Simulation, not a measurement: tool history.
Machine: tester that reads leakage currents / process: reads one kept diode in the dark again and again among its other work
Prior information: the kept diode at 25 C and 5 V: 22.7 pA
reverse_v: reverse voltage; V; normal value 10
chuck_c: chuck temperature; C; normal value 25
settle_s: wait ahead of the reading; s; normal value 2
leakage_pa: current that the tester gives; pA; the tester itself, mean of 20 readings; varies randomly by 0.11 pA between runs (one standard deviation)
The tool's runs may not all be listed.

run     day  reverse_v  chuck_c  settle_s  leakage_pa
  1       0         10       25         2       36.95
  2   1.121         10       25         2       37.12
  3   2.675         10       25         2       37.12
  4   3.429         10       25         2       37.27
  5   4.138         10       25         2       37.35
  6   4.933       15.2       25         2       47.11
  7   6.388         10       25         2       37.63
  8   7.212       10.4       25      7.69       37.82
  9   8.467         10       25      1.98       37.79
 10   9.283         10       30      2.81       50.73
 11   9.954         10       30      2.81       51.26
 12  10.646        3.4       25      0.42       22.69
 13  11.992       12.3       22         2       35.59

Branching from run 13: 3 alternative next runs. What would each branch give?
  A  12.667        1.3       25      2.33           ?
  B  12.667        2.7       35         2           ?
  C  12.667        2.8       50      1.05           ?

run  leakage_pa
  A       13.44
  B       37.51
  C       98.08
With no hidden state in the tool, these same runs would have given:
run  leakage_pa
  A       12.53
  B       35.51
  C        95.4

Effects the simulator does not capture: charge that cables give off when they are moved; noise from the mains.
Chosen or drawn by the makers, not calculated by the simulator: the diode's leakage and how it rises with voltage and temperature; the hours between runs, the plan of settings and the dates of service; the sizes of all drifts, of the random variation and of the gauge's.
